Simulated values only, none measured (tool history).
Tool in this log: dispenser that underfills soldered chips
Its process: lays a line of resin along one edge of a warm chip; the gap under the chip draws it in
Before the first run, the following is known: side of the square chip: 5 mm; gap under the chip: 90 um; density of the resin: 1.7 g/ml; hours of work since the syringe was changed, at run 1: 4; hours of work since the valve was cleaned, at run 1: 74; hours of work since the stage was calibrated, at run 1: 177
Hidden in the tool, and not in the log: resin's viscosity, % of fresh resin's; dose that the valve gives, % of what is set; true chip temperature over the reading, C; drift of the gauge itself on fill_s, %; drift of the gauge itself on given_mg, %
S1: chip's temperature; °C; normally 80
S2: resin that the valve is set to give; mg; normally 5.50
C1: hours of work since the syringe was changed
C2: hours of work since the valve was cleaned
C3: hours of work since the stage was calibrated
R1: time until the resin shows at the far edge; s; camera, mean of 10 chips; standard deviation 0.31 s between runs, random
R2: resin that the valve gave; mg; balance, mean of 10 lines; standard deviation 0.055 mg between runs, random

Run 1, hour 0.0: usual settings; C1 4; C2 74; C3 177. Result: R1 12.5 s, R2 5.13 mg.
Run 2, hour 6.0: usual settings but S1 71 °C; C1 9; C2 78; C3 181. Result: R1 24.5 s, R2 5.06 mg.
At hour 9.5: new syringe of resin.
Run 3, hour 10.9: usual settings but S1 71 °C, S2 6.96 mg; C1 1; C2 82; C3 185. Result: R1 14.5 s, R2 6.45 mg.
Run 4, hour 19.4: usual settings but S1 71 °C, S2 6.96 mg; C1 7; C2 88; C3 191. Result: R1 21.2 s, R2 6.40 mg.
At hour 25.0: new syringe of resin.
Run 5, hour 28.1: usual settings; C1 2; C2 94; C3 197. Result: R1 11.3 s, R2 5.11 mg.
Run 6, hour 34.2: usual settings; C1 7; C2 98; C3 201. Result: R1 13.7 s, R2 4.94 mg.
Run 7, hour 38.5: usual settings but S1 82 °C; C1 10; C2 102; C3 204. Result: R1 15.3 s, R2 4.87 mg.
At hour 40.9: new syringe of resin.
Run 8, hour 43.9: usual settings but S1 82 °C; C1 2; C2 105; C3 208. Result: R1 10.1 s, R2 5.00 mg.
Run 9, hour 51.6: usual settings but S1 82 °C; C1 8; C2 111; C3 214. Result: R1 13.8 s, R2 4.93 mg.
At hour 56.1: new syringe of resin.
Run 10, hour 58.1: usual settings but S1 82 °C; C1 1; C2 115; C3 218. Result: R1 9.2 s, R2 4.92 mg.
Run 11, hour 61.9: usual settings but S1 84 °C; C1 4; C2 118; C3 221. Result: R1 9.6 s, R2 4.81 mg.
Run 12, hour 67.3: usual settings but S1 84 °C; C1 8; C2 122; C3 225. Result: R1 12.9 s, R2 4.82 mg.
At hour 71.3: new syringe of resin.
Run 13, hour 73.6: usual settings but S1 84 °C; C1 2; C2 126; C3 229. Result: R1 8.1 s, R2 4.83 mg.
Run 14, hour 81.3: usual settings but S2 4.92 mg; C1 7; C2 132; C3 235. Result: R1 14.5 s, R2 4.35 mg.
At hour 86.7: new syringe of resin.
Run 15, hour 89.9: usual settings but S1 69 °C; C1 2; C2 138; C3 241. Result: R1 18.3 s, R2 4.83 mg.
Run 16, hour 98.9: usual settings but S1 76 °C; C1 9; C2 144; C3 247. Result: R1 20.2 s, R2 4.67 mg.
At hour 102.0: new syringe of resin.
At hour 103.5: dispensing valve cleaned and set on the balance.
Run 17, hour 105.2: usual settings but S2 5.06 mg; C1 2; C2 1; C3 251. Result: R1 10.0 s, R2 5.03 mg.
Run 18, hour 112.9: usual settings; C1 7; C2 7; C3 256. Result: R1 13.8 s, R2 5.43 mg.
At hour 118.3: new syringe of resin.
Run 19, hour 121.1: usual settings but S1 94 °C; C1 2; C2 12; C3 262. Result: R1 5.3 s, R2 5.48 mg.
Run 20, hour 130.5: usual settings but S1 94 °C; C1 9; C2 19; C3 269. Result: R1 8.3 s, R2 5.43 mg.
At hour 133.9: new syringe of resin.
Run 21, hour 138.8: usual settings but S1 88 °C, S2 7.20 mg; C1 4; C2 25; C3 274. Result: R1 8.0 s, R2 7.11 mg.
Run 22, hour 147.2: usual settings but S1 71 °C, S2 7.20 mg; C1 10; C2 31; C3 281. Result: R1 24.3 s, R2 7.06 mg.
At hour 149.4: new syringe of resin.
Run 23, hour 154.6: usual settings but S1 71 °C, S2 7.20 mg; C1 4; C2 36; C3 286. Result: R1 16.9 s, R2 6.98 mg.
Run 24, hour 163.6: usual settings but S1 72 °C, S2 5.98 mg; C1 10; C2 43; C3 292. Result: R1 24.4 s, R2 5.76 mg.
At hour 165.3: new syringe of resin.
Run 25, hour 172.7: usual settings but S1 93 °C, S2 6.43 mg; C1 5; C2 49; C3 298. Result: R1 6.5 s, R2 6.15 mg.
Run 26, hour 176.8: usual settings but S1 93 °C, S2 6.43 mg; C1 8; C2 52; C3 301. Result: R1 8.7 s, R2 6.19 mg.
At hour 180.6: new syringe of resin.
Run 27, hour 181.8: usual settings but S1 73 °C, S2 6.88 mg; C1 1; C2 55; C3 305. Result: R1 12.8 s, R2 6.44 mg.
Run 28, hour 187.3: usual settings but S1 93 °C, S2 6.24 mg; C1 5; C2 59; C3 309. Result: R1 6.6 s, R2 5.98 mg.
Run 29, hour 192.7: usual settings but S2 4.84 mg; C1 9; C2 63; C3 313. Result: R1 17.1 s, R2 4.51 mg.
At hour 196.2: new syringe of resin.
Run 30, hour 200.1: usual settings but S1 86 °C, S2 6.64 mg; C1 3; C2 68; C3 318. Result: R1 8.4 s, R2 6.19 mg.
Run 31, hour 204.5: usual settings but S1 78 °C, S2 4.73 mg; C1 6; C2 72; C3 321. Result: R1 15.2 s, R2 4.38 mg.
At hour 211.5: new syringe of resin.
Run 32, hour 212.7: usual settings but S1 78 °C, S2 4.73 mg; C1 1; C2 77; C3 327. Result: R1 10.9 s, R2 4.28 mg.
Run 33, hour 222.1: usual settings but S1 92 °C, S2 7.16 mg; C1 8; C2 84; C3 333. Result: R1 8.1 s, R2 6.58 mg.
At hour 227.2: new syringe of resin.
Run 34, hour 230.4: usual settings but S1 85 °C; C1 2; C2 90; C3 339. Result: R1 7.7 s, R2 5.05 mg.
Run 35, hour 235.3: usual settings but S1 85 °C; C1 6; C2 93; C3 343. Result: R1 10.2 s, R2 4.95 mg.
At hour 242.6: new syringe of resin.
Run 36, hour 243.3: usual settings but S1 91 °C; C1 0; C2 99; C3 348. Result: R1 5.5 s, R2 4.94 mg.

For some of the steps in R1 from one run to the next: how much would appear even if the tool had no hidden state, given the settings, what came in and random variation, and how much remains for the hidden state plus any gauge scatter that the measured result and the result without hidden state don't share?
Run 1 -> 2: S1 80 -> 71. R1 +12.0 s: hidden state +7.4, all else +4.6.
Run 2 -> 3: S2 5.50 -> 6.96, new syringe of resin. R1 -10.0 s: hidden state -9.9, all else -0.1.
Run 21 -> 22: S1 88 -> 71. R1 +16.3 s: hidden state +9.0, all else +7.3.
Run 24 -> 25: S1 72 -> 93, S2 5.98 -> 6.43, new syringe of resin. R1 -17.9 s: hidden state -9.2, all else -8.7.
